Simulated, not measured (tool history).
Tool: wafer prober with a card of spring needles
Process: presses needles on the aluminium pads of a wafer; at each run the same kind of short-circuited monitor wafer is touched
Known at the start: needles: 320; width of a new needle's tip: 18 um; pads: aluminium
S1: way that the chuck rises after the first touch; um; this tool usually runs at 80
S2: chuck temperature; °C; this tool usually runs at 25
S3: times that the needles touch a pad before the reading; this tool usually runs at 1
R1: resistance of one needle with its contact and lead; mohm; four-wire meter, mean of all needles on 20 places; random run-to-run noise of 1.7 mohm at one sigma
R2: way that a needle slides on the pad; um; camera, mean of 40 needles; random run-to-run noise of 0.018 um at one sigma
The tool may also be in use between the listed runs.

run 1 hour=0.0 | S1=80 S2=25 S3=1 | R1=221 R2=17.22
-- hour=8.6 tips cleaned on abrasive film
-- hour=24.5 tips cleaned on abrasive film
run 2 hour=24.9 | S1=80 S2=25 S3=1 | R1=180 R2=17.21
-- hour=40.9 tips cleaned on abrasive film
run 3 hour=46.2 | S1=70 S2=25 S3=1 | R1=223 R2=15.05
-- hour=57.3 tips cleaned on abrasive film
run 4 hour=61.9 | S1=80 S2=25 S3=1 | R1=207 R2=17.21
-- hour=70.9 tips cleaned on abrasive film, once more
run 5 hour=82.5 | S1=80 S2=25 S3=1 | R1=240 R2=17.19
-- hour=87.2 tips cleaned on abrasive film
-- hour=103.3 tips cleaned on abrasive film
run 6 hour=108.6 | S1=80 S2=25 S3=1 | R1=211 R2=17.14
-- hour=120.2 tips cleaned on abrasive film
run 7 hour=135.1 | S1=80 S2=25 S3=1 | R1=253 R2=17.16
-- hour=136.7 tips cleaned on abrasive film
-- hour=153.6 tips cleaned on abrasive film
run 8 hour=162.6 | S1=63 S2=25 S3=1 | R1=271 R2=13.47
-- hour=170.5 tips cleaned on abrasive film
run 9 hour=183.2 | S1=94 S2=25 S3=1 | R1=226 R2=20.15
-- hour=187.6 tips cleaned on abrasive film
-- hour=205.6 tips cleaned on abrasive film
run 10 hour=207.4 | S1=85 S2=25 S3=1 | R1=187 R2=18.19
run 11 hour=219.5 | S1=85 S2=25 S3=1 | R1=241 R2=18.21
-- hour=222.1 tips cleaned on abrasive film
-- hour=239.0 tips cleaned on abrasive film
run 12 hour=240.6 | S1=85 S2=25 S3=1 | R1=184 R2=18.16
-- hour=255.7 tips cleaned on abrasive film
run 13 hour=259.0 | S1=80 S2=25 S3=1 | R1=202 R2=17.08
-- hour=271.7 tips cleaned on abrasive film
run 14 hour=273.2 | S1=80 S2=25 S3=1 | R1=189 R2=17.08
-- hour=288.3 tips cleaned on abrasive film
run 15 hour=291.0 | S1=80 S2=25 S3=1 | R1=197 R2=17.02
-- hour=304.2 tips cleaned on abrasive film
run 16 hour=313.1 | S1=80 S2=25 S3=1 | R1=236 R2=17.01
-- hour=320.9 tips cleaned on abrasive film
run 17 hour=334.7 | S1=80 S2=25 S3=1 | R1=252 R2=17.04
-- hour=338.3 tips cleaned on abrasive film
run 18 hour=350.9 | S1=96 S2=85 S3=3 | R1=193 R2=20.45
-- hour=355.0 tips cleaned on abrasive film
run 19 hour=370.6 | S1=96 S2=85 S3=3 | R1=199 R2=20.46
-- hour=372.1 tips cleaned on abrasive film
-- hour=379.6 height of the first contact set anew
-- hour=388.6 tips cleaned on abrasive film
run 20 hour=390.1 | S1=91 S2=25 S3=1 | R1=176 R2=19.60
-- hour=406.1 tips cleaned on abrasive film
run 21 hour=409.0 | S1=74 S2=25 S3=2 | R1=186 R2=15.93
-- hour=422.8 tips cleaned on abrasive film
run 22 hour=434.4 | S1=86 S2=25 S3=2 | R1=207 R2=18.49
-- hour=440.7 tips cleaned on abrasive film
run 23 hour=453.5 | S1=89 S2=25 S3=2 | R1=209 R2=19.12
-- hour=459.0 tips cleaned on abrasive film
-- hour=475.0 tips cleaned on abrasive film
run 24 hour=479.2 | S1=76 S2=65 S3=2 | R1=202 R2=16.28
-- hour=492.8 tips cleaned on abrasive film
run 25 hour=503.3 | S1=85 S2=38 S3=1 | R1=234 R2=18.23
-- hour=509.7 tips cleaned on abrasive film
-- hour=526.3 tips cleaned on abrasive film
run 26 hour=528.7 | S1=98 S2=38 S3=1 | R1=182 R2=21.03
-- hour=543.5 tips cleaned on abrasive film
run 27 hour=557.8 | S1=65 S2=118 S3=2 | R1=254 R2=13.87
-- hour=559.9 tips cleaned on abrasive film
run 28 hour=571.7 | S1=65 S2=118 S3=2 | R1=245 R2=13.86
-- hour=576.5 tips cleaned on abrasive film
run 29 hour=590.5 | S1=75 S2=25 S3=1 | R1=263 R2=16.02
-- hour=592.5 tips cleaned on abrasive film
-- hour=609.7 tips cleaned on abrasive film
run 30 hour=613.5 | S1=67 S2=25 S3=3 | R1=183 R2=14.27
-- hour=626.1 tips cleaned on abrasive film
run 31 hour=631.7 | S1=63 S2=47 S3=1 | R1=250 R2=13.39
-- hour=643.4 tips cleaned on abrasive film
run 32 hour=646.3 | S1=80 S2=25 S3=2 | R1=184 R2=17.02

Predict each of these 4 candidate next runs independently; none follows another, all start after run 32:
-- hour=659.5 tips cleaned on abrasive film
-- hour=676.4 tips cleaned on abrasive film
run A hour=676.4 | S1=80 S2=87 S3=1 | R1=? R2=?
-- hour=659.5 tips cleaned on abrasive film
-- hour=676.4 tips cleaned on abrasive film
run B hour=676.4 | S1=73 S2=27 S3=2 | R1=? R2=?
-- hour=659.5 tips cleaned on abrasive film
-- hour=676.4 tips cleaned on abrasive film
run C hour=676.4 | S1=83 S2=52 S3=1 | R1=? R2=?
-- hour=659.5 tips cleaned on abrasive film
-- hour=676.4 tips cleaned on abrasive film
run D hour=676.4 | S1=62 S2=94 S3=2 | R1=? R2=?

run=A R1=187 R2=17.05
run=B R1=174 R2=15.52
run=C R1=177 R2=17.67
run=D R1=193 R2=13.16
With no hidden state in the tool, these same runs would have given:
run=A R1=176 R2=17.25
run=B R1=165 R2=15.72
run=C R1=167 R2=17.87
run=D R1=183 R2=13.36
